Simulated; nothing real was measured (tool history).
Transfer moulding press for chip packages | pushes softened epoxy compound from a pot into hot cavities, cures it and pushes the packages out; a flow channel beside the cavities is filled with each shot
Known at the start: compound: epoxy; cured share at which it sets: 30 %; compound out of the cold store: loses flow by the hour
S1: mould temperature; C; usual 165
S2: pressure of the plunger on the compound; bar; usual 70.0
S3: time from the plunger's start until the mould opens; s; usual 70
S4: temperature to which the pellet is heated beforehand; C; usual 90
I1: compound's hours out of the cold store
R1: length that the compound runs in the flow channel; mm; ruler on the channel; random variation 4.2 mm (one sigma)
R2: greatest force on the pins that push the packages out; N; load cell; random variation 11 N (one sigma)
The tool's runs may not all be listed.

run	hour	S1	S2	S3	S4	I1	R1	R2
1	0.0	165	70.0	70	90	39.7	651	740
2	22.9	165	70.0	70	90	12.0	696	844
3	43.3	165	70.0	70	90	30.0	667	870
# hour 54.1: cavities cleaned with cleaning compound and waxed
4	56.5	165	70.0	81	90	40.1	644	402
5	68.7	165	70.0	70	90	22.0	670	638
6	80.9	165	70.0	70	90	20.6	671	708
7	101.4	165	70.0	70	90	19.6	669	809
8	111.3	165	70.0	84	90	39.6	643	576
# hour 116.9: plunger's sealing rings changed
9	132.2	158	70.0	70	90	29.3	710	1441
10	146.3	165	70.0	70	86	36.7	687	829
# hour 164.6: cavities cleaned with cleaning compound and waxed
11	165.6	172	70.0	70	86	34.2	670	355
12	177.1	172	70.0	70	86	39.3	658	425
13	194.3	165	59.4	70	86	35.8	624	715
14	206.1	165	70.0	76	86	28.4	693	610
15	216.0	161	63.8	70	91	32.0	659	1068
16	232.5	161	52.6	69	91	14.0	630	1172
17	242.0	161	52.6	69	91	18.3	629	1173
18	265.0	161	52.6	69	91	44.6	574	1153

The next listed run, before its measurement:
# hour 271.6: cavities cleaned with cleaning compound and waxed
19	278.8	163	83.2	69	92	33.3	?	?

{"run 19": {"R1": 741, "R2": 658}}
Without the tool's hidden state the same run would have given R1 761 mm, R2 611 N.
